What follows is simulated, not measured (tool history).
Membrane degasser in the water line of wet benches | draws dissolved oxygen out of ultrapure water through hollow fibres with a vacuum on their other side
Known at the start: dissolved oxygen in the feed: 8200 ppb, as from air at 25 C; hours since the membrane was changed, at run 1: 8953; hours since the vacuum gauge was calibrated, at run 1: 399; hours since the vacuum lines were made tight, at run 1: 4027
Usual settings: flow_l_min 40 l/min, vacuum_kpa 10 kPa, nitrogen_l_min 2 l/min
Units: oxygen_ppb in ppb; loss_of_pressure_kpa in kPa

run      day  flow_l_min  vacuum_kpa  nitrogen_l_min  hours since the membrane was changed  hours since the vacuum gauge was calibrated  hours since the vacuum lines were made tight  oxygen_ppb  loss_of_pressure_kpa
  1        0          40          10               2                                  8953                                          399                                          4027       296.5                 48.35
  2   13.725          40          10               2                                  9283                                          728                                          4357       299.4                 48.44
  3   23.933          40          10               2                                  9528                                          973                                          4602       298.4                  48.4
  4   29.958          40          10            0.98                                  9672                                         1118                                          4746       530.8                 48.31
  5   37.367          40         6.5               2                                  9850                                         1296                                          4924       150.5                  48.5
  6   49.479          40         6.5               2                                 10141                                         1586                                          5215       150.3                 48.63
  7    57.65          40         9.4               2                                 10337                                         1782                                          5411         275                 49.04
  8   67.458          36          10               2                                 10572                                         2018                                          5646       273.6                 44.04
  9   76.367          36          10               2                                 10786                                         2232                                          5860         275                 44.12
      77.029  -- vacuum gauge calibrated
 10   82.458          36          10               2                                 10932                                          130                                          6006       276.9                 44.07
 11   91.662          36          10               2                                 11153                                          351                                          6227       276.5                 43.94
 12  100.038          36          10               2                                 11354                                          552                                          6428       276.5                  43.6
 13  107.675          36          10               2                                 11537                                          735                                          6611       276.6                 44.11
 14  113.858          36          10               2                                 11685                                          884                                          6759       276.8                 44.14
 15  123.779          40          10               2                                 11924                                         1122                                          6997       304.2                 49.37
 16   130.85          40          10               2                                 12093                                         1292                                          7167       303.5                 48.85
 17  138.788          48          10            1.15                                 12284                                         1482                                          7358       549.7                 58.61
 18    144.7          48          10            1.15                                 12426                                         1624                                          7500       549.9                 58.96
 19  157.267          57          10            2.41                                 12727                                         1926                                          7801       354.9                 70.14
     162.108  -- vacuum gauge calibrated, once more
 20  171.888          57          10            2.41                                 13078                                          235                                          8152       350.1                 70.02
 21  178.779          34          10            1.49                                 13243                                          400                                          8317       335.1                 41.74
 22  189.129          57        10.8            0.93                                 13491                                          648                                          8565       797.1                 70.24
 23  196.196          57        10.8            0.93                                 13661                                          818                                          8735       799.1                 70.68
 24  205.146          57        10.8            0.93                                 13876                                         1033                                          8950       799.9                 70.15
 25  212.358          43         6.7            1.04                                 14049                                         1206                                          9123         291                 53.35
 26   224.15          55        14.9            0.87                                 14332                                         1489                                          9406      1197.2                 67.68
 27  235.629          40        12.4            1.92                                 14607                                         1764                                          9681       416.5                 49.96
 28  242.475          40        12.4            1.92                                 14772                                         1929                                          9846       420.1                 49.74
     249.304  -- seals of the vacuum lines changed
 29  252.412          31          10               2                                 15008                                         2165                                            75       241.7                 38.31
 30  266.133          26        21.3            3.96                                 15338                                         2495                                           404       282.2                 32.36
     273.079  -- membrane cartridge changed
 31  277.521          45        17.7            1.38                                   107                                         2764                                           673       901.7                 52.22

Forecast each of these 5 alternatives for the next run:
  A  289.342          45        18.5            1.46                                   390                                         3048                                           957           ?                     ?
  B  289.342          36        17.7            3.53                                   390                                         3048                                           957           ?                     ?
  C  289.342          39        17.7            2.95                                   390                                         3048                                           957           ?                     ?
  D  289.342          43        11.1             4.3                                   390                                         3048                                           957           ?                     ?
  E  289.342          47          10            1.09                                   390                                         3048                                           957           ?                     ?

run  oxygen_ppb  loss_of_pressure_kpa
  A       912.1                 51.89
  B       340.9                 42.05
  C       432.7                 45.64
  D       189.8                 50.03
  E       568.8                 54.66
Without the tool's hidden state the same runs would have given:
run  oxygen_ppb  loss_of_pressure_kpa
  A       904.1                  51.8
  B       337.2                 41.98
  C       428.1                 45.56
  D       186.3                 49.94
  E       558.1                 54.57

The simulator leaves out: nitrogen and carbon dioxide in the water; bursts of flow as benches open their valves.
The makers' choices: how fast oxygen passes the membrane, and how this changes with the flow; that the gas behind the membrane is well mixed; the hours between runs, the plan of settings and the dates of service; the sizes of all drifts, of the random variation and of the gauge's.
